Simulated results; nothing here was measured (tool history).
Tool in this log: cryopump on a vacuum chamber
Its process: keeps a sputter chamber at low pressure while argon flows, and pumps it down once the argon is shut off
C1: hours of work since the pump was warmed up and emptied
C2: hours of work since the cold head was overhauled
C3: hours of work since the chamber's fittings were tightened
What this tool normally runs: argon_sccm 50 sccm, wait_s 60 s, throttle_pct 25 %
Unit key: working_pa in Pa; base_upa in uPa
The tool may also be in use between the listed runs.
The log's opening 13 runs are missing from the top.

Run 14, hour 271.3: usual settings; C1 167; C2 715; C3 416. Result: working_pa 0.2082 Pa, base_upa 1.15 uPa.
Run 15, hour 293.4: usual settings; C1 180; C2 728; C3 429. Result: working_pa 0.2107 Pa, base_upa 1.17 uPa.
Run 16, hour 319.9: usual settings; C1 195; C2 743; C3 444. Result: working_pa 0.2119 Pa, base_upa 1.19 uPa.
Run 17, hour 336.9: usual settings; C1 205; C2 753; C3 454. Result: working_pa 0.2113 Pa, base_upa 1.13 uPa.
Run 18, hour 353.4: usual settings but wait_s 103 s; C1 214; C2 762; C3 463. Result: working_pa 0.2108 Pa, base_upa 0.80 uPa.
Run 19, hour 372.2: usual settings but wait_s 24 s; C1 225; C2 773; C3 474. Result: working_pa 0.2106 Pa, base_upa 2.41 uPa.
Run 20, hour 387.5: usual settings but argon_sccm 24 sccm, wait_s 70 s, throttle_pct 16 %; C1 234; C2 782; C3 483. Result: working_pa 0.1559 Pa, base_upa 1.06 uPa.
Run 21, hour 408.0: usual settings but argon_sccm 52 sccm, wait_s 58 s, throttle_pct 16 %; C1 245; C2 793; C3 494. Result: working_pa 0.3394 Pa, base_upa 1.19 uPa.
Run 22, hour 424.8: usual settings but argon_sccm 27 sccm, wait_s 48 s, throttle_pct 15 %; C1 255; C2 803; C3 504. Result: working_pa 0.1876 Pa, base_upa 1.35 uPa.
Run 23, hour 453.6: usual settings but throttle_pct 23 %; C1 271; C2 819; C3 520. Result: working_pa 0.2297 Pa, base_upa 1.19 uPa.
Run 24, hour 484.0: usual settings but argon_sccm 38 sccm, wait_s 165 s, throttle_pct 35 %; C1 289; C2 837; C3 538. Result: working_pa 0.1175 Pa, base_upa 0.61 uPa.
Run 25, hour 499.9: usual settings but argon_sccm 38 sccm, wait_s 165 s, throttle_pct 35 %; C1 298; C2 846; C3 547. Result: working_pa 0.1180 Pa, base_upa 0.62 uPa.
Run 26, hour 528.7: usual settings; C1 314; C2 862; C3 563. Result: working_pa 0.2156 Pa, base_upa 1.13 uPa.
Run 27, hour 548.3: usual settings but wait_s 91 s, throttle_pct 22 %; C1 325; C2 873; C3 574. Result: working_pa 0.2425 Pa, base_upa 0.90 uPa.
Run 28, hour 569.0: usual settings but argon_sccm 44 sccm, wait_s 61 s, throttle_pct 48 %; C1 337; C2 885; C3 586. Result: working_pa 0.1028 Pa, base_upa 1.19 uPa.
Run 29, hour 581.3: usual settings but argon_sccm 44 sccm, wait_s 61 s, throttle_pct 48 %; C1 344; C2 892; C3 593. Result: working_pa 0.1017 Pa, base_upa 1.17 uPa.
Run 30, hour 606.2: usual settings but argon_sccm 44 sccm, wait_s 61 s, throttle_pct 48 %; C1 358; C2 906; C3 607. Result: working_pa 0.1034 Pa, base_upa 1.16 uPa.
Run 31, hour 625.6: usual settings but argon_sccm 31 sccm, wait_s 45 s, throttle_pct 17 %; C1 369; C2 917; C3 618. Result: working_pa 0.1938 Pa, base_upa 1.46 uPa.
Run 32, hour 652.7: usual settings but argon_sccm 31 sccm, wait_s 45 s, throttle_pct 17 %; C1 385; C2 933; C3 634. Result: working_pa 0.1948 Pa, base_upa 1.47 uPa.
Run 33, hour 675.0: usual settings but argon_sccm 61 sccm, wait_s 103 s, throttle_pct 15 %; C1 398; C2 946; C3 646. Result: working_pa 0.4273 Pa, base_upa 0.89 uPa.
Run 34, hour 688.2: usual settings but argon_sccm 76 sccm, wait_s 77 s, throttle_pct 15 %; C1 405; C2 953; C3 654. Result: working_pa 0.5348 Pa, base_upa 1.03 uPa.
Run 35, hour 717.3: usual settings but wait_s 174 s, throttle_pct 24 %; C1 422; C2 970; C3 671. Result: working_pa 0.2277 Pa, base_upa 0.72 uPa.

Consider 3 possible next runs. They are alternatives, not a sequence: every one starts from the tool as it was left by run 35. What does each give?
Run A, hour 740.2: usual settings but wait_s 139 s; C1 435; C2 983; C3 684. Result: working_pa ?, base_upa ?.
Run B, hour 740.2: usual settings but argon_sccm 27 sccm, wait_s 95 s, throttle_pct 34 %; C1 435; C2 983; C3 684. Result: working_pa ?, base_upa ?.
Run C, hour 740.2: usual settings but wait_s 107 s, throttle_pct 30 %; C1 435; C2 983; C3 684. Result: working_pa ?, base_upa ?.

run  working_pa  base_upa
  A      0.2187      0.75
  B      0.0883      0.96
  C      0.1847      0.84
The same runs, with their run-to-run variation unchanged, on a tool lacking any hidden condition would have given:
run  working_pa  base_upa
  A      0.2051      0.52
  B      0.0810      0.73
  C      0.1711      0.61

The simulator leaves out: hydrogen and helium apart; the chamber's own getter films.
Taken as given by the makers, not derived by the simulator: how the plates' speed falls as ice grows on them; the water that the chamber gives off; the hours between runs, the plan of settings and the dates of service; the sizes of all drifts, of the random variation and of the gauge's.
